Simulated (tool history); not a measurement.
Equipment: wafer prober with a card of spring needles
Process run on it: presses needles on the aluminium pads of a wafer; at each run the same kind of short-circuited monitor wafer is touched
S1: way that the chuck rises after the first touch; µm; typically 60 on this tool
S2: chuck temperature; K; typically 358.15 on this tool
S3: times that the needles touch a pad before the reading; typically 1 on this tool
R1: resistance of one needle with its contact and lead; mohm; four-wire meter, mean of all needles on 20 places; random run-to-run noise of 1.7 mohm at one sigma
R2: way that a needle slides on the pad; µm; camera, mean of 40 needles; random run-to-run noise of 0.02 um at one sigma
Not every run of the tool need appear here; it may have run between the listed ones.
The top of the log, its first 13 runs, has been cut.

run	day	S1	S2	S3	R1	R2
# day 10.342: tips cleaned on abrasive film
14	10.550	60	358.15	1	175	9.26
# day 11.062: tips cleaned on abrasive film
15	11.625	60	358.15	1	175	9.16
# day 11.771: tips cleaned on abrasive film
16	12.288	60	358.15	1	175	9.19
# day 12.458: tips cleaned on abrasive film
# day 13.129: tips cleaned on abrasive film
17	13.271	60	358.15	1	173	9.16
# day 13.421: height of the first contact set anew
# day 13.812: tips cleaned on abrasive film
# day 14.138: gauge calibrated
18	14.150	60	358.15	1	176	9.42
# day 14.479: tips cleaned on abrasive film
19	14.604	60	358.15	1	175	9.42
20	15.054	50	395.15	2	188	7.80
# day 15.158: tips cleaned on abrasive film
# day 15.821: tips cleaned on abrasive film
21	16.121	60	358.15	3	172	9.37
# day 16.479: tips cleaned on abrasive film
22	17.054	51	335.15	2	172	7.97
# day 17.192: tips cleaned on abrasive film
23	17.596	70	311.15	3	165	10.93
# day 17.875: tips cleaned on abrasive film
24	18.233	70	311.15	3	163	10.95
# day 18.550: tips cleaned on abrasive film
25	18.679	70	378.15	2	176	10.89
# day 19.221: tips cleaned on abrasive film
26	19.621	60	336.15	3	171	9.28
# day 19.888: tips cleaned on abrasive film
27	20.479	60	336.15	3	169	9.27
# day 20.558: tips cleaned on abrasive film
# day 21.250: tips cleaned on abrasive film
28	21.417	62	374.15	2	181	9.57
29	21.883	62	316.15	2	167	9.60
# day 21.988: tips cleaned on abrasive film
# day 22.517: height of the first contact set anew
# day 22.662: tips cleaned on abrasive film
30	22.754	62	316.15	2	168	9.57
31	23.192	62	316.15	2	167	9.53
# day 23.371: tips cleaned on abrasive film
32	23.679	62	371.15	2	178	9.55

Alternative continuations, all from the tool just after run 32; predict every row:
# day 24.042: tips cleaned on abrasive film
A	24.467	60	395.15	1	?	?
# day 24.042: tips cleaned on abrasive film
B	24.467	73	358.15	1	?	?
# day 24.042: tips cleaned on abrasive film
C	24.467	60	371.15	3	?	?
# day 24.042: tips cleaned on abrasive film
D	24.467	46	299.15	2	?	?

run	R1	R2
A	184	9.20
B	171	11.19
C	179	9.20
D	170	7.05
The same runs, with their run-to-run variation unchanged, on a tool lacking any hidden condition would have given:
run	R1	R2
A	183	9.40
B	171	11.44
C	178	9.40
D	170	7.21
